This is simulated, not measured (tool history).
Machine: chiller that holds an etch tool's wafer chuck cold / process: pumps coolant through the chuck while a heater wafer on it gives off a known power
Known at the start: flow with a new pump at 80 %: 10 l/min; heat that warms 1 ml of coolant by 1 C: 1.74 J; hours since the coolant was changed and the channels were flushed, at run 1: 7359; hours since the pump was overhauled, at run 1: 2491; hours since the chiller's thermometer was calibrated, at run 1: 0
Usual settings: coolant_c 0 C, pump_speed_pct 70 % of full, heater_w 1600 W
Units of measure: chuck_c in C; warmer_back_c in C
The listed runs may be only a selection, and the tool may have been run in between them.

run	hour	coolant_c	pump_speed_pct	heater_w	hours since the coolant was changed and the channels were flushed	hours since the pump was overhauled	hours since the chiller's thermometer was calibrated	chuck_c	warmer_back_c
1	0.0	0	70	1600	7359	2491	0	16.7	6.48
2	63.1	-9	70	1600	7422	2554	63	7.8	6.49
3	165.8	10	70	1600	7525	2656	166	26.7	6.46
4	280.1	-3	70	1600	7639	2771	280	13.9	6.50
5	382.9	0	70	1975	7742	2874	383	20.9	8.10
6	479.9	9	70	1975	7839	2971	480	29.9	8.14
7	555.0	9	70	1975	7914	3046	555	29.8	8.11
8	647.9	9	86	1975	8007	3139	648	27.0	6.62
9	769.2	9	99	1975	8128	3260	769	25.7	5.76
10	840.6	9	99	1975	8199	3331	841	25.4	5.83
11	967.9	0	70	1600	8327	3459	968	17.2	6.57
12	1057.7	0	70	1600	8416	3548	1058	17.1	6.59
13	1139.0	0	76	1600	8498	3630	1139	16.3	6.09
14	1248.6	0	68	1600	8607	3739	1249	17.8	6.78
15	1336.1	0	68	1600	8695	3827	1336	17.6	6.83
16	1401.4	0	68	1600	8760	3892	1401	17.6	6.80
17	1508.9	0	62	1600	8868	4000	1509	18.9	7.44
# hour 1553.2: coolant changed, channels flushed
18	1639.3	3	82	1234	86	4124	1633	13.3	4.41
19	1726.0	2	88	1246	173	4211	1720	11.9	4.14
20	1782.4	6	67	1600	229	4267	1776	21.6	6.95
21	1848.6	-3	76	1600	295	4333	1843	11.4	6.12
22	1942.0	-3	76	1600	389	4427	1936	11.4	6.18
23	2039.1	0	70	2360	486	4524	2033	22.6	9.88
24	2165.0	0	75	2360	612	4650	2159	21.4	9.24
25	2239.8	0	80	2262	687	4724	2234	19.6	8.31
# hour 2275.7: chiller's thermometer calibrated
26	2325.5	-7	70	1600	771	4809	50	8.5	6.70
27	2442.9	2	92	871	889	4927	167	9.1	2.81
28	2539.6	10	88	822	985	5023	264	16.9	2.78
29	2654.0	0	78	1852	1100	5138	378	16.7	7.02
30	2769.5	0	78	1852	1215	5253	494	16.6	7.09
31	2887.4	-5	78	1837	1333	5371	612	11.7	6.96

Predict each of these 3 candidate next runs independently; none follows another, all start after run 31:
A	2984.3	6	70	950	1430	5468	709	?	?
B	2984.3	0	92	1714	1430	5468	709	?	?
C	2984.3	5	70	1600	1430	5468	709	?	?

run	chuck_c	warmer_back_c
A	15.4	3.98
B	14.0	5.58
C	20.7	6.73
Without the tool's unlogged condition, the same runs would have read:
run	chuck_c	warmer_back_c
A	14.7	3.68
B	13.0	5.17
C	19.5	6.23
